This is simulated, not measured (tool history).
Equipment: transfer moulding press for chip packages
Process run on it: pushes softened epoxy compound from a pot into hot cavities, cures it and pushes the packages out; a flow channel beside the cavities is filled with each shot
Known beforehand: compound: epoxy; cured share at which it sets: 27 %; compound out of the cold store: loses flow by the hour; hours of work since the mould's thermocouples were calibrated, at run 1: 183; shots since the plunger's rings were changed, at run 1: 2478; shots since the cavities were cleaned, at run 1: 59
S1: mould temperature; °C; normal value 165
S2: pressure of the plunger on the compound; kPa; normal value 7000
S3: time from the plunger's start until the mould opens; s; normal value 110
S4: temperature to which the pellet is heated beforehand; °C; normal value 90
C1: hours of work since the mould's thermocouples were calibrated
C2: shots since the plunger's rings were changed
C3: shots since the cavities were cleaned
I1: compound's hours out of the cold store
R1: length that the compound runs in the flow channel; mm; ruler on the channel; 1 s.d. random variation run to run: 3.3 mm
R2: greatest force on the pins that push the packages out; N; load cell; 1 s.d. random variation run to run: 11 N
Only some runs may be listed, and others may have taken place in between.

run	day	S1	S2	S3	S4	C1	C2	C3	I1	R1	R2
1	0.000	165	7000	110	90	183	2478	59	31.7	708	533
2	0.229	165	7000	110	90	186	2519	100	44.8	667	570
3	0.642	165	7000	144	90	190	2591	172	35.0	696	510
4	1.088	165	7000	144	90	196	2670	251	36.7	694	546
5	1.442	165	7570	110	90	200	2732	313	17.9	779	696
6	1.696	165	7570	110	90	202	2777	358	38.4	719	711
# day 2.175: cavities cleaned with cleaning compound and waxed
7	2.175	165	7570	126	90	207	2850	0	38.8	712	441
8	2.721	165	5610	110	90	213	2946	96	18.8	670	574
9	2.950	165	5610	110	90	216	2987	137	43.9	598	586
10	3.262	165	7000	110	90	220	3042	192	27.2	714	646
11	3.500	165	7000	110	90	222	3083	233	19.2	738	676
12	4.042	165	7000	110	90	229	3179	329	38.7	678	684
13	4.458	165	7000	123	90	233	3252	402	44.5	664	659
# day 4.704: cavities cleaned with cleaning compound and waxed
14	4.946	165	7000	123	95	238	3327	42	35.2	691	456
15	5.333	165	7000	123	95	243	3395	110	26.1	714	518
16	5.729	172	7000	146	95	247	3465	180	31.4	673	493
17	6.067	172	8450	101	81	251	3525	240	27.2	761	564
18	6.579	160	5600	110	80	257	3614	329	25.5	665	1012
19	6.954	160	5970	135	80	261	3680	395	26.3	680	751
# day 7.217: cavities cleaned with cleaning compound and waxed
20	7.325	160	5970	142	84	265	3735	19	10.7	727	498
21	7.796	160	5970	142	84	270	3818	102	18.2	702	528
22	8.017	171	5970	94	84	273	3857	141	42.7	599	531
23	8.404	165	8760	122	90	277	3925	209	38.5	753	555
24	8.938	168	8760	114	89	283	4019	303	25.4	782	623
25	9.167	168	8760	114	89	286	4059	343	12.5	828	628
26	9.446	165	6730	94	100	289	4109	393	30.0	685	917
# day 9.754: cavities cleaned with cleaning compound and waxed
27	9.821	165	6450	94	96	292	4163	12	20.3	701	642

Predict each of these 3 candidate next runs independently; none follows another, all start after run 27:
A	10.258	165	8040	113	98	297	4241	90	21.3	?	?
B	10.258	158	6000	91	90	297	4241	90	35.1	?	?
C	10.258	165	6820	130	88	297	4241	90	31.0	?	?

run	R1	R2
A	770	520
B	661	1343
C	689	492
With the hidden condition removed and each run's random variation left untouched, the same runs would have given:
run	R1	R2
A	806	454
B	692	1176
C	721	428
